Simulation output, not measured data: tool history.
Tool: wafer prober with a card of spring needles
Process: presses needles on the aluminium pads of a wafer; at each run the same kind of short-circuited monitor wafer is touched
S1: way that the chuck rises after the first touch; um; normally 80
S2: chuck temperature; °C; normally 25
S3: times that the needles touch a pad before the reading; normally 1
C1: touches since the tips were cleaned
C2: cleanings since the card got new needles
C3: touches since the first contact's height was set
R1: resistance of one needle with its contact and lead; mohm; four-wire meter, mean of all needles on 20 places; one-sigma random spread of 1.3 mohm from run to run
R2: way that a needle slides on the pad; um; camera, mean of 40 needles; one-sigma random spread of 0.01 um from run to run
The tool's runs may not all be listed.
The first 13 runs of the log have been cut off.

{"hour": 197.7, "done": "tips cleaned on abrasive film"}
{"run": 14, "hour": 212.3, "S1": 80, "S2": 93, "S3": 1, "C1": 5744, "C2": 12, "C3": 90623, "R1": 115, "R2": 12.01}
{"hour": 215.9, "done": "tips cleaned on abrasive film"}
{"run": 15, "hour": 224.4, "S1": 80, "S2": 93, "S3": 1, "C1": 3369, "C2": 13, "C3": 95386, "R1": 116, "R2": 12.02}
{"hour": 233.6, "done": "tips cleaned on abrasive film"}
{"run": 16, "hour": 236.4, "S1": 80, "S2": 93, "S3": 1, "C1": 1110, "C2": 14, "C3": 100078, "R1": 117, "R2": 12}
{"hour": 251.2, "done": "tips cleaned on abrasive film"}
{"run": 17, "hour": 254.3, "S1": 80, "S2": 94, "S3": 1, "C1": 1252, "C2": 15, "C3": 107121, "R1": 116, "R2": 11.99}
{"hour": 269.0, "done": "tips cleaned on abrasive film"}
{"run": 18, "hour": 269.3, "S1": 80, "S2": 94, "S3": 1, "C1": 106, "C2": 16, "C3": 112981, "R1": 115, "R2": 12}
{"run": 19, "hour": 281.9, "S1": 89, "S2": 74, "S3": 1, "C1": 5090, "C2": 16, "C3": 117965, "R1": 110, "R2": 13.36}
{"hour": 286.6, "done": "tips cleaned on abrasive film"}
{"run": 20, "hour": 299.9, "S1": 89, "S2": 74, "S3": 1, "C1": 5265, "C2": 17, "C3": 125034, "R1": 111, "R2": 13.34}
{"hour": 304.9, "done": "tips cleaned on abrasive film"}
{"run": 21, "hour": 317.1, "S1": 95, "S2": 74, "S3": 1, "C1": 4827, "C2": 18, "C3": 131803, "R1": 111, "R2": 14.24}
{"hour": 323.2, "done": "tips cleaned on abrasive film"}
{"run": 22, "hour": 329.4, "S1": 80, "S2": 25, "S3": 3, "C1": 2441, "C2": 19, "C3": 136603, "R1": 103, "R2": 12.01}
{"hour": 340.7, "done": "tips cleaned on abrasive film"}
{"run": 23, "hour": 341.0, "S1": 70, "S2": 27, "S3": 2, "C1": 127, "C2": 20, "C3": 141158, "R1": 108, "R2": 10.53}
{"hour": 358.3, "done": "tips cleaned on abrasive film"}
{"run": 24, "hour": 359.8, "S1": 90, "S2": 76, "S3": 1, "C1": 624, "C2": 21, "C3": 148556, "R1": 114, "R2": 13.52}
{"hour": 363.4, "done": "height of the first contact set anew"}
{"hour": 376.2, "done": "tips cleaned on abrasive film"}
{"run": 25, "hour": 376.2, "S1": 76, "S2": 98, "S3": 1, "C1": 0, "C2": 22, "C3": 5026, "R1": 118, "R2": 11.4}
{"run": 26, "hour": 391.0, "S1": 76, "S2": 98, "S3": 1, "C1": 5828, "C2": 22, "C3": 10854, "R1": 119, "R2": 11.43}
{"hour": 394.1, "done": "tips cleaned on abrasive film"}
{"run": 27, "hour": 403.4, "S1": 80, "S2": 26, "S3": 1, "C1": 3653, "C2": 23, "C3": 15698, "R1": 108, "R2": 12.01}
{"hour": 411.9, "done": "tips cleaned on abrasive film"}
{"run": 28, "hour": 418.7, "S1": 80, "S2": 26, "S3": 1, "C1": 2694, "C2": 24, "C3": 21711, "R1": 107, "R2": 12.01}
{"hour": 431.1, "done": "tips cleaned on abrasive film"}
{"run": 29, "hour": 433.9, "S1": 62, "S2": 25, "S3": 1, "C1": 1103, "C2": 25, "C3": 27675, "R1": 112, "R2": 9.32}
{"hour": 448.6, "done": "tips cleaned on abrasive film"}
{"run": 30, "hour": 448.6, "S1": 62, "S2": 25, "S3": 1, "C1": 0, "C2": 26, "C3": 33449, "R1": 110, "R2": 9.31}
{"hour": 466.5, "done": "tips cleaned on abrasive film"}
{"run": 31, "hour": 468.3, "S1": 80, "S2": 25, "S3": 1, "C1": 700, "C2": 27, "C3": 41182, "R1": 106, "R2": 12.01}
{"hour": 484.7, "done": "tips cleaned on abrasive film"}
{"run": 32, "hour": 484.7, "S1": 97, "S2": 58, "S3": 3, "C1": 0, "C2": 28, "C3": 47617, "R1": 106, "R2": 14.58}
{"run": 33, "hour": 497.6, "S1": 97, "S2": 58, "S3": 3, "C1": 5122, "C2": 28, "C3": 52739, "R1": 109, "R2": 14.56}

Branching from run 33: 3 alternative next runs. What would each branch give?
{"hour": 502.1, "done": "tips cleaned on abrasive film"}
{"run": "A", "hour": 515.3, "S1": 92, "S2": 94, "S3": 2, "C1": 5214, "C2": 29, "C3": 59678, "R1": "?", "R2": "?"}
{"hour": 502.1, "done": "tips cleaned on abrasive film"}
{"run": "B", "hour": 515.3, "S1": 80, "S2": 25, "S3": 2, "C1": 5214, "C2": 29, "C3": 59678, "R1": "?", "R2": "?"}
{"hour": 502.1, "done": "tips cleaned on abrasive film"}
{"run": "C", "hour": 515.3, "S1": 60, "S2": 77, "S3": 1, "C1": 5214, "C2": 29, "C3": 59678, "R1": "?", "R2": "?"}

run=A R1=111 R2=13.81
run=B R1=107 R2=12.04
run=C R1=119 R2=9.01
Stripped of hidden state, with their random variation kept, the same runs would have yielded:
run=A R1=111 R2=13.81
run=B R1=107 R2=12.04
run=C R1=118 R2=9.01
